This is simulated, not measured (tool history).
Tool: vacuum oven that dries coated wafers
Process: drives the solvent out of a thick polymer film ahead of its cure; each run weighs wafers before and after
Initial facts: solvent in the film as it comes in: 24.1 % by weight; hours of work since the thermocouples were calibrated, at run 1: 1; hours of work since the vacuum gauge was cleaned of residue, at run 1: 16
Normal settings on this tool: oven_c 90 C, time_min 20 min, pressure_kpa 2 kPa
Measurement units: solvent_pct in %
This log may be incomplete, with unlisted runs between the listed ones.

| run | hour | oven_c | time_min | pressure_kpa | hours of work since the thermocouples were calibrated | hours of work since the vacuum gauge was cleaned of residue | solvent_pct |
|---|---|---|---|---|---|---|---|
| 1 | 0 | 90 | 20 | 2 | 1 | 16 | 2.23 |
| 2 | 19.2 | 90 | 20 | 2 | 10 | 26 | 2.19 |
| 3 | 35.2 | 90 | 16 | 2 | 18 | 34 | 2.8 |
| 4 | 48.8 | 90 | 20 | 4.47 | 25 | 41 | 4.25 |
| 5 | 70.4 | 90 | 20 | 1.81 | 36 | 52 | 2.12 |
| 6 | 92.2 | 89 | 20 | 1.81 | 47 | 62 | 2.27 |
| 7 | 124.8 | 89 | 20 | 1.81 | 63 | 79 | 2.22 |
| 8 | 142.6 | 89 | 20 | 1.81 | 72 | 88 | 2.28 |
| 9 | 174.9 | 85 | 20 | 1.81 | 88 | 104 | 3.23 |
| 10 | 206.8 | 85 | 20 | 1.81 | 104 | 120 | 3.29 |
| 11 | 224 | 93 | 27 | 1.19 | 112 | 128 | 0.96 |
| 12 | 241.7 | 93 | 27 | 1.19 | 121 | 137 | 1.02 |
| 13 | 266.5 | 99 | 13 | 2.08 | 134 | 149 | 1.61 |

What will run 14 give?
| 14 | 296.8 | 99 | 35 | 2.08 | 149 | 165 | ? |

{"run 14": {"solvent_pct": 1.27}}
Were there no unlogged condition in the tool, this run, its random variation unchanged, would have produced solvent_pct 1.26 %.
